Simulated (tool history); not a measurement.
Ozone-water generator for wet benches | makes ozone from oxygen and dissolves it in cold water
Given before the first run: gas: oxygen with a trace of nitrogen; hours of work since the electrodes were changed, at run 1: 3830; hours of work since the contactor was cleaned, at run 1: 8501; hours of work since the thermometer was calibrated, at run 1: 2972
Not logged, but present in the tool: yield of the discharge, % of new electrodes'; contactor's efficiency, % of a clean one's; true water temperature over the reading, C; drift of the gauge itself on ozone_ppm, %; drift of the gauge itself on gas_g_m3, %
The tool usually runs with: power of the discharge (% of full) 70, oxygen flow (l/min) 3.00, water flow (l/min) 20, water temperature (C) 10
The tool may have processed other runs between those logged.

run	day	power of the discharge (% of full)	oxygen flow (l/min)	water flow (l/min)	water temperature (C)	hours of work since the electrodes were changed	hours of work since the contactor was cleaned	hours of work since the thermometer was calibrated	dissolved ozone (ppm)	ozone in the gas ahead of the water (g/m3)
1	0.000	70	3.00	20	10	3830	8501	2972	19.0	200.4
2	4.500	70	3.00	20	10	3920	8591	3062	19.2	201.5
3	11.238	70	2.13	20	10	4055	8726	3197	18.2	246.7
4	19.221	70	2.13	20	10	4215	8886	3357	18.2	248.7
5	23.475	70	2.13	20	10	4301	8971	3442	18.2	247.7
6	29.629	70	3.00	20	7	4424	9095	3566	19.3	199.3
7	38.358	70	3.00	20	7	4599	9270	3741	19.5	199.6
8	47.429	70	3.00	20	7	4781	9452	3923	19.5	201.8
9	51.329	70	3.00	20	7	4859	9530	4001	19.8	200.1
10	57.858	70	3.00	20	12	4990	9661	4132	18.7	198.6
11	62.829	64	3.00	20	10	5090	9761	4232	17.6	186.1
12	66.712	42	3.00	21	10	5167	9838	4309	12.6	139.3
13	73.483	50	2.09	21	10	5303	9974	4445	13.4	194.3
14	78.379	50	2.09	21	10	5401	10072	4543	13.5	193.3
15	84.921	50	2.09	21	10	5533	10203	4674	13.5	193.9
16	89.504	50	3.17	21	7	5625	10295	4766	14.7	149.9
17	97.279	50	3.17	21	7	5780	10451	4922	15.1	149.4
18	101.921	42	3.38	21	7	5873	10544	5015	13.1	127.7
19	107.933	42	3.38	21	7	5994	10665	5136	13.1	126.6
20	116.688	77	3.00	20	5	6169	10840	5311	21.4	212.2
# day 121.025: water thermometer calibrated
21	126.050	97	1.77	20	10	6357	11028	101	22.0	342.2

Branching from run 21: 5 alternative next runs. What would each branch give?
# day 126.917: contactor cleaned
A	133.721	97	1.77	29	10	6507	136	251	?	?
# day 126.917: contactor cleaned
B	133.721	97	1.81	18	14	6507	136	251	?	?
# day 126.917: contactor cleaned
C	133.721	97	1.77	17	10	6507	136	251	?	?
# day 126.917: contactor cleaned
D	133.721	57	2.32	16	10	6507	136	251	?	?
# day 126.917: contactor cleaned
E	133.721	70	2.87	16	10	6507	136	251	?	?

run	dissolved ozone (ppm)	ozone in the gas ahead of the water (g/m3)
A	15.5	342.5
B	24.0	338.7
C	25.7	341.3
D	19.0	199.0
E	22.9	202.9
Without the tool's unlogged condition, the same runs would have read:
run	dissolved ozone (ppm)	ozone in the gas ahead of the water (g/m3)
A	15.5	352.2
B	24.0	348.3
C	25.7	351.0
D	19.0	204.5
E	22.9	208.6
